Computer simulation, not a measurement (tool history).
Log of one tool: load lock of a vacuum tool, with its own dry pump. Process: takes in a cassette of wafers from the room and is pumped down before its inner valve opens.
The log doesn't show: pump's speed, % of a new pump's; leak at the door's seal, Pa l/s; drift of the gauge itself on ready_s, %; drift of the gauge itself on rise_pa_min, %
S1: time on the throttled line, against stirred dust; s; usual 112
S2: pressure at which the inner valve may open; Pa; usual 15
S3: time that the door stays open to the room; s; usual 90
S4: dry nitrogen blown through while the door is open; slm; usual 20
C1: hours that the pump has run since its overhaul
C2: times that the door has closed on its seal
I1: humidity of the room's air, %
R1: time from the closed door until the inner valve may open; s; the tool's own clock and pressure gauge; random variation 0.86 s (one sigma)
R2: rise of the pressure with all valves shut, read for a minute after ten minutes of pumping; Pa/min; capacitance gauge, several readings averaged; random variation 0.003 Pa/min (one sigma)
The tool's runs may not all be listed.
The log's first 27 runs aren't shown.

Run 28, hour 2596.6: usual settings but S1 75 s, S2 12 Pa, S3 196 s; C1 6467; C2 23848; I1 43.9. Result: R1 113.2 s, R2 0.032 Pa/min.
Run 29, hour 2685.6: usual settings but S1 75 s, S2 12 Pa, S3 196 s; C1 6556; C2 24269; I1 46.9. Result: R1 112.6 s, R2 0.031 Pa/min.
Run 30, hour 2785.3: usual settings but S1 75 s, S2 12 Pa, S3 196 s; C1 6655; C2 24742; I1 42.7. Result: R1 112.2 s, R2 0.033 Pa/min.
Run 31, hour 2885.7: usual settings but S1 75 s, S2 12 Pa, S3 196 s; C1 6756; C2 25218; I1 45.2. Result: R1 112.8 s, R2 0.037 Pa/min.
Run 32, hour 2964: usual settings but S1 75 s, S2 12 Pa, S3 196 s; C1 6834; C2 25589; I1 43.3. Result: R1 113.2 s, R2 0.035 Pa/min.
Run 33, hour 3082.8: usual settings but S4 27 slm; C1 6953; C2 26152; I1 45.6. Result: R1 145.5 s, R2 0.022 Pa/min.
Run 34, hour 3200.1: usual settings but S1 84 s, S3 164 s, S4 9 slm; C1 7070; C2 26708; I1 42.1. Result: R1 119.5 s, R2 0.047 Pa/min.
Run 35, hour 3282.4: usual settings but S2 23 Pa; C1 7152; C2 27098; I1 46.7. Result: R1 141 s, R2 0.025 Pa/min.
At hour 3296.5: door's seal changed, seat wiped.
Run 36, hour 3376.7: usual settings but S1 101 s, S2 23 Pa, S3 97 s, S4 6 slm; C1 7245; C2 381; I1 45.4. Result: R1 132.1 s, R2 0.049 Pa/min.
Run 37, hour 3483.1: usual settings but S1 70 s, S3 97 s, S4 6 slm; C1 7352; C2 885; I1 39.4. Result: R1 106.8 s, R2 0.04 Pa/min.

Forecast each of these 3 alternatives for the next run:
Run A, hour 3548.3: usual settings but S1 95 s, S3 132 s; C1 7417; C2 1194; I1 45.3. Result: R1 ?, R2 ?.
Run B, hour 3548.3: usual settings but S1 110 s, S2 12 Pa, S3 97 s, S4 7 slm; C1 7417; C2 1194; I1 49.8. Result: R1 ?, R2 ?.
Run C, hour 3548.3: usual settings but S1 185 s, S2 18 Pa, S3 97 s, S4 29 slm; C1 7417; C2 1194; I1 49.9. Result: R1 ?, R2 ?.

run     R1     R2
  A  127.6   0.03
  B  142.9  0.051
  C  209.3  0.018
Without the tool's hidden state the same runs would have given:
run     R1     R2
  A  127.6   0.03
  B  142.9  0.051
  C  209.3  0.018
